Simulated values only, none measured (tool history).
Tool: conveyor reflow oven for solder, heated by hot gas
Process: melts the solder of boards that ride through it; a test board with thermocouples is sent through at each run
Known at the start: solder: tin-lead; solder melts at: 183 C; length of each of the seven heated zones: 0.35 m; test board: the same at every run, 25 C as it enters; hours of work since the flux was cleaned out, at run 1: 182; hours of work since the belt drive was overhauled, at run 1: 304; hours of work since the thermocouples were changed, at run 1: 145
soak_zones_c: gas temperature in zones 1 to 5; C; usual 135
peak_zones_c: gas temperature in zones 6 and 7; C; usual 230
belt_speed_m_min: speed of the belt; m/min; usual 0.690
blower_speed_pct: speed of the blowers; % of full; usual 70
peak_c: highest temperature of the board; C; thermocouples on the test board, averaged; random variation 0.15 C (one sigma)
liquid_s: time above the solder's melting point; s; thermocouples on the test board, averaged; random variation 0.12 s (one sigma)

| run | hour | soak_zones_c | peak_zones_c | belt_speed_m_min | blower_speed_pct | hours of work since the flux was cleaned out | hours of work since the belt drive was overhauled | hours of work since the thermocouples were changed | peak_c | liquid_s |
|---|---|---|---|---|---|---|---|---|---|---|
| 1 | 0.0 | 135 | 230 | 0.690 | 70 | 182 | 304 | 145 | 211.8 | 41.1 |
| 2 | 5.4 | 135 | 230 | 0.690 | 70 | 185 | 307 | 147 | 211.6 | 40.8 |
| 3 | 12.4 | 135 | 230 | 0.690 | 70 | 188 | 310 | 150 | 211.6 | 41.1 |
| 4 | 21.5 | 135 | 230 | 0.591 | 70 | 192 | 314 | 155 | 216.8 | 52.7 |
| 5 | 31.3 | 142 | 230 | 0.690 | 70 | 197 | 319 | 159 | 213.1 | 44.1 |
| 6 | 36.7 | 142 | 239 | 0.690 | 70 | 199 | 321 | 162 | 220.5 | 48.8 |
| 7 | 44.8 | 142 | 239 | 0.690 | 70 | 203 | 325 | 165 | 220.7 | 48.8 |
| 8 | 49.6 | 142 | 239 | 0.690 | 70 | 205 | 327 | 168 | 220.8 | 48.7 |
| 9 | 58.4 | 142 | 239 | 0.690 | 70 | 209 | 331 | 172 | 220.8 | 48.8 |
| 10 | 67.1 | 142 | 239 | 0.690 | 70 | 213 | 335 | 176 | 220.8 | 48.7 |
| 11 | 77.1 | 128 | 236 | 0.690 | 70 | 218 | 340 | 180 | 215.2 | 41.6 |
| 12 | 87.2 | 128 | 227 | 0.592 | 70 | 223 | 345 | 185 | 212.5 | 47.6 |
| 13 | 93.7 | 139 | 240 | 0.623 | 70 | 226 | 348 | 188 | 224.2 | 55.6 |
| 14 | 103.3 | 139 | 240 | 0.623 | 70 | 230 | 352 | 193 | 224.6 | 55.6 |
| 15 | 112.2 | 139 | 240 | 0.600 | 70 | 234 | 356 | 197 | 225.4 | 58.5 |
| 16 | 121.9 | 139 | 221 | 0.654 | 85 | 239 | 361 | 201 | 209.0 | 43.3 |
| 17 | 129.3 | 139 | 221 | 0.654 | 85 | 242 | 364 | 205 | 208.6 | 43.5 |
| 18 | 137.9 | 133 | 221 | 0.654 | 85 | 246 | 368 | 209 | 208.2 | 40.9 |
| 19 | 144.4 | 133 | 221 | 0.654 | 85 | 249 | 371 | 212 | 208.0 | 40.6 |

5 ways to go on from here, each from the tool as it stands after run 19. What would each give?
| A | 148.8 | 133 | 227 | 0.654 | 85 | 252 | 373 | 214 | ? | ? |
| B | 148.8 | 135 | 243 | 0.690 | 70 | 252 | 373 | 214 | ? | ? |
| C | 148.8 | 133 | 221 | 0.654 | 79 | 252 | 373 | 214 | ? | ? |
| D | 148.8 | 135 | 231 | 0.690 | 70 | 252 | 373 | 214 | ? | ? |
| E | 148.8 | 133 | 221 | 0.654 | 65 | 252 | 373 | 214 | ? | ? |

| run | peak_c | liquid_s |
|---|---|---|
| A | 213.1 | 44.7 |
| B | 222.4 | 47.6 |
| C | 206.6 | 39.2 |
| D | 212.2 | 41.2 |
| E | 203.9 | 36.1 |
Without the tool's hidden state the same runs would have given:
| run | peak_c | liquid_s |
|---|---|---|
| A | 214.4 | 45.7 |
| B | 223.9 | 48.2 |
| C | 207.7 | 40.4 |
| D | 213.5 | 42.1 |
| E | 204.9 | 37.3 |
